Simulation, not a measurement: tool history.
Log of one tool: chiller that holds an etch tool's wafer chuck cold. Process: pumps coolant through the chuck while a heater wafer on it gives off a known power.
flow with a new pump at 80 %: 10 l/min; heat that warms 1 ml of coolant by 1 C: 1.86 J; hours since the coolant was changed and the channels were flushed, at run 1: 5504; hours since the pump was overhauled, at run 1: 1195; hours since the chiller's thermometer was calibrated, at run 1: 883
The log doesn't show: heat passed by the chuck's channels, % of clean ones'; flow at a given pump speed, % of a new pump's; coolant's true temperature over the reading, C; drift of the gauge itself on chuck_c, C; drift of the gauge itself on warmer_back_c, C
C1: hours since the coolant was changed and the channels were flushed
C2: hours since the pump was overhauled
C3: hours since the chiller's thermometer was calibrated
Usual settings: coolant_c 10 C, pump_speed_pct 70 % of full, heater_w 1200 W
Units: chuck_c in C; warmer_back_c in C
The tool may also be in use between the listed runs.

{"run": 1, "day": 0.0, "coolant_c": 10, "pump_speed_pct": 70, "heater_w": 1200, "C1": 5504, "C2": 1195, "C3": 883, "chuck_c": 20.3, "warmer_back_c": 4.6}
{"run": 2, "day": 2.046, "coolant_c": 10, "pump_speed_pct": 70, "heater_w": 1200, "C1": 5554, "C2": 1244, "C3": 933, "chuck_c": 20.4, "warmer_back_c": 4.58}
{"run": 3, "day": 3.758, "coolant_c": 10, "pump_speed_pct": 70, "heater_w": 1200, "C1": 5595, "C2": 1285, "C3": 974, "chuck_c": 20.4, "warmer_back_c": 4.57}
{"run": 4, "day": 5.696, "coolant_c": 10, "pump_speed_pct": 70, "heater_w": 1200, "C1": 5641, "C2": 1332, "C3": 1020, "chuck_c": 20.4, "warmer_back_c": 4.56}
{"run": 5, "day": 7.838, "coolant_c": 1, "pump_speed_pct": 70, "heater_w": 1200, "C1": 5693, "C2": 1383, "C3": 1071, "chuck_c": 11.6, "warmer_back_c": 4.62}
{"run": 6, "day": 9.492, "coolant_c": 10, "pump_speed_pct": 70, "heater_w": 1200, "C1": 5732, "C2": 1423, "C3": 1111, "chuck_c": 20.8, "warmer_back_c": 4.55}
{"run": 7, "day": 12.012, "coolant_c": 10, "pump_speed_pct": 70, "heater_w": 1200, "C1": 5793, "C2": 1483, "C3": 1172, "chuck_c": 20.5, "warmer_back_c": 4.59}
{"run": 8, "day": 14.888, "coolant_c": 12, "pump_speed_pct": 70, "heater_w": 1200, "C1": 5862, "C2": 1552, "C3": 1241, "chuck_c": 22.5, "warmer_back_c": 4.6}
{"run": 9, "day": 16.571, "coolant_c": 12, "pump_speed_pct": 70, "heater_w": 1200, "C1": 5902, "C2": 1593, "C3": 1281, "chuck_c": 22.6, "warmer_back_c": 4.55}
{"run": 10, "day": 19.367, "coolant_c": 10, "pump_speed_pct": 70, "heater_w": 1200, "C1": 5969, "C2": 1660, "C3": 1348, "chuck_c": 20.6, "warmer_back_c": 4.67}
{"run": 11, "day": 22.083, "coolant_c": 10, "pump_speed_pct": 70, "heater_w": 1200, "C1": 6034, "C2": 1725, "C3": 1413, "chuck_c": 20.7, "warmer_back_c": 4.61}
{"run": 12, "day": 24.617, "coolant_c": 10, "pump_speed_pct": 69, "heater_w": 1200, "C1": 6095, "C2": 1786, "C3": 1474, "chuck_c": 20.9, "warmer_back_c": 4.72}
{"run": 13, "day": 26.325, "coolant_c": 7, "pump_speed_pct": 70, "heater_w": 1200, "C1": 6136, "C2": 1827, "C3": 1515, "chuck_c": 17.9, "warmer_back_c": 4.6}
{"run": 14, "day": 28.867, "coolant_c": 7, "pump_speed_pct": 70, "heater_w": 1200, "C1": 6197, "C2": 1888, "C3": 1576, "chuck_c": 17.8, "warmer_back_c": 4.61}
{"run": 15, "day": 30.633, "coolant_c": 14, "pump_speed_pct": 70, "heater_w": 1200, "C1": 6240, "C2": 1930, "C3": 1619, "chuck_c": 24.7, "warmer_back_c": 4.63}
{"run": 16, "day": 31.912, "coolant_c": 14, "pump_speed_pct": 70, "heater_w": 1200, "C1": 6270, "C2": 1961, "C3": 1649, "chuck_c": 24.9, "warmer_back_c": 4.57}
{"run": 17, "day": 33.933, "coolant_c": 8, "pump_speed_pct": 70, "heater_w": 1306, "C1": 6319, "C2": 2009, "C3": 1698, "chuck_c": 19.8, "warmer_back_c": 5.09}
{"run": 18, "day": 35.762, "coolant_c": 10, "pump_speed_pct": 70, "heater_w": 1064, "C1": 6363, "C2": 2053, "C3": 1742, "chuck_c": 19.8, "warmer_back_c": 4.11}
{"run": 19, "day": 37.058, "coolant_c": 16, "pump_speed_pct": 70, "heater_w": 995, "C1": 6394, "C2": 2084, "C3": 1773, "chuck_c": 25.1, "warmer_back_c": 3.86}
{"run": 20, "day": 39.704, "coolant_c": 10, "pump_speed_pct": 70, "heater_w": 1073, "C1": 6457, "C2": 2148, "C3": 1836, "chuck_c": 19.7, "warmer_back_c": 4.18}
{"run": 21, "day": 41.788, "coolant_c": 10, "pump_speed_pct": 70, "heater_w": 1636, "C1": 6507, "C2": 2198, "C3": 1886, "chuck_c": 24.9, "warmer_back_c": 6.31}
{"run": 22, "day": 43.238, "coolant_c": 10, "pump_speed_pct": 70, "heater_w": 1636, "C1": 6542, "C2": 2233, "C3": 1921, "chuck_c": 24.9, "warmer_back_c": 6.37}
{"run": 23, "day": 45.692, "coolant_c": 10, "pump_speed_pct": 62, "heater_w": 1271, "C1": 6601, "C2": 2292, "C3": 1980, "chuck_c": 23.1, "warmer_back_c": 5.66}
{"run": 24, "day": 48.046, "coolant_c": 10, "pump_speed_pct": 76, "heater_w": 788, "C1": 6658, "C2": 2348, "C3": 2037, "chuck_c": 16.9, "warmer_back_c": 2.81}

The next listed run, before its measurement:
{"run": 25, "day": 49.533, "coolant_c": 10, "pump_speed_pct": 62, "heater_w": 1616, "C1": 6693, "C2": 2384, "C3": 2072, "chuck_c": "?", "warmer_back_c": "?"}

Run 25 gave chuck_c 26.7 C, warmer_back_c 7.26 C.
Without the tool's hidden state the same run would have given chuck_c 23.8 C, warmer_back_c 6.94 C.
